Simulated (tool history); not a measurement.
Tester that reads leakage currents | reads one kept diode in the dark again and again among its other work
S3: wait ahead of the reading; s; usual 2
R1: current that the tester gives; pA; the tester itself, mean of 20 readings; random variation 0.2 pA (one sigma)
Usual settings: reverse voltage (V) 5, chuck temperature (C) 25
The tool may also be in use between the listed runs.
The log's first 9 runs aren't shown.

{"run": 10, "hour": 1603.0, "reverse voltage (V)": 5, "chuck temperature (C)": 25, "S3": 8.88, "R1": 77.92}
{"run": 11, "hour": 1734.6, "reverse voltage (V)": 5, "chuck temperature (C)": 58, "S3": 8.88, "R1": 977.34}
{"run": 12, "hour": 1858.1, "reverse voltage (V)": 5, "chuck temperature (C)": 25, "S3": 2, "R1": 81.6}
{"run": 13, "hour": 1998.8, "reverse voltage (V)": 5, "chuck temperature (C)": 50, "S3": 2, "R1": 565.29}
{"run": 14, "hour": 2188.7, "reverse voltage (V)": 1.66, "chuck temperature (C)": 25, "S3": 2, "R1": 54.57}
{"hour": 2323.3, "done": "probe card cleaned and baked"}
{"run": 15, "hour": 2453.8, "reverse voltage (V)": 1.66, "chuck temperature (C)": 25, "S3": 2, "R1": 53.52}
{"hour": 2503.5, "done": "tester calibrated"}
{"run": 16, "hour": 2647.6, "reverse voltage (V)": 1.66, "chuck temperature (C)": 25, "S3": 2, "R1": 53.33}
{"run": 17, "hour": 2766.2, "reverse voltage (V)": 1.66, "chuck temperature (C)": 25, "S3": 2, "R1": 53.45}
{"hour": 2823.9, "done": "chuck's temperature calibrated"}
{"run": 18, "hour": 2943.9, "reverse voltage (V)": 5, "chuck temperature (C)": 25, "S3": 2, "R1": 67.37}
{"run": 19, "hour": 3147.4, "reverse voltage (V)": 5, "chuck temperature (C)": 25, "S3": 2, "R1": 69.53}
{"run": 20, "hour": 3399.2, "reverse voltage (V)": 3.74, "chuck temperature (C)": 27, "S3": 4.31, "R1": 74.47}
{"run": 21, "hour": 3558.4, "reverse voltage (V)": 3.74, "chuck temperature (C)": 27, "S3": 4.31, "R1": 76.09}
{"run": 22, "hour": 3770.8, "reverse voltage (V)": 3.74, "chuck temperature (C)": 27, "S3": 4.31, "R1": 77.81}
{"hour": 3985.6, "done": "probe card cleaned and baked"}
{"run": 23, "hour": 4021.5, "reverse voltage (V)": 3.39, "chuck temperature (C)": 28, "S3": 0.74, "R1": 79.98}
{"run": 24, "hour": 4157.8, "reverse voltage (V)": 3.39, "chuck temperature (C)": 28, "S3": 0.74, "R1": 80.98}

Forecast run 25:
{"run": 25, "hour": 4361.3, "reverse voltage (V)": 17.28, "chuck temperature (C)": 26, "S3": 2, "R1": "?"}

{"run 25": {"R1": 129.33}}
Without the tool's hidden state the same run would have given R1 110.77 pA.

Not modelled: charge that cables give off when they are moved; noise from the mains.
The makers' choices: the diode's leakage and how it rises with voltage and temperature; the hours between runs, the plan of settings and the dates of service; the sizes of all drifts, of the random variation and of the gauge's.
